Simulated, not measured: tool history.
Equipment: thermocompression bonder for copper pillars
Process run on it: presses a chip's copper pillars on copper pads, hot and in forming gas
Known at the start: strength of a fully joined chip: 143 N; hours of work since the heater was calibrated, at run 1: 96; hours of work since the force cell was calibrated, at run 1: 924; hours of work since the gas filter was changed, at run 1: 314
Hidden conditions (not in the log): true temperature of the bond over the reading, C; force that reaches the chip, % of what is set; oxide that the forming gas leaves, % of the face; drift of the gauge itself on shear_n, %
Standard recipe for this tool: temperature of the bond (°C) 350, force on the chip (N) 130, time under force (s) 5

| run | hour | temperature of the bond (°C) | force on the chip (N) | time under force (s) | hours of work since the heater was calibrated | hours of work since the force cell was calibrated | hours of work since the gas filter was changed | force that shears a chip off (N) |
|---|---|---|---|---|---|---|---|---|
| 1 | 0 | 350 | 130 | 5 | 96 | 924 | 314 | 85.2 |
| 2 | 22.7 | 350 | 87 | 5 | 111 | 939 | 329 | 70.1 |
| 3 | 37.8 | 350 | 87 | 5 | 122 | 950 | 339 | 69.7 |
| 4 | 57.5 | 350 | 87 | 5 | 135 | 963 | 353 | 69.3 |
| 5 | 73.5 | 350 | 87 | 5 | 146 | 974 | 364 | 69.5 |
| 6 | 92.8 | 350 | 130 | 4 | 160 | 987 | 377 | 79.5 |
| 7 | 108.5 | 350 | 130 | 4 | 170 | 998 | 388 | 78.5 |
|  | 115.1 | forming gas filter changed |
| 8 | 131.7 | 350 | 130 | 4 | 186 | 1014 | 11 | 83.9 |
|  | 136.3 | heater calibrated with a thermocouple chip |
| 9 | 163.2 | 350 | 130 | 4 | 19 | 1034 | 32 | 84 |
| 10 | 188.2 | 338 | 130 | 3 | 36 | 1051 | 49 | 68.7 |
| 11 | 214.4 | 321 | 130 | 5 | 54 | 1069 | 67 | 68.3 |
| 12 | 237.2 | 321 | 130 | 5 | 69 | 1085 | 83 | 68 |
| 13 | 263.1 | 366 | 92 | 14 | 87 | 1103 | 100 | 112.6 |
| 14 | 286.5 | 338 | 83 | 10 | 103 | 1119 | 116 | 80.7 |

What if the next run were any one of these 5? Each begins from the tool's condition after run 14:
| A | 313.5 | 364 | 87 | 3 | 122 | 1137 | 135 | ? |
| B | 313.5 | 358 | 148 | 4 | 122 | 1137 | 135 | ? |
| C | 313.5 | 350 | 130 | 6 | 122 | 1137 | 135 | ? |
| D | 313.5 | 350 | 164 | 12 | 122 | 1137 | 135 | ? |
| E | 313.5 | 338 | 98 | 3 | 122 | 1137 | 135 | ? |

| run | force that shears a chip off (N) |
|---|---|
| A | 70.1 |
| B | 94.5 |
| C | 93.6 |
| D | 118.3 |
| E | 58.4 |
What these runs would have given with no unlogged condition in the tool:
| run | force that shears a chip off (N) |
|---|---|
| A | 71.1 |
| B | 95.9 |
| C | 95 |
| D | 120.3 |
| E | 59 |
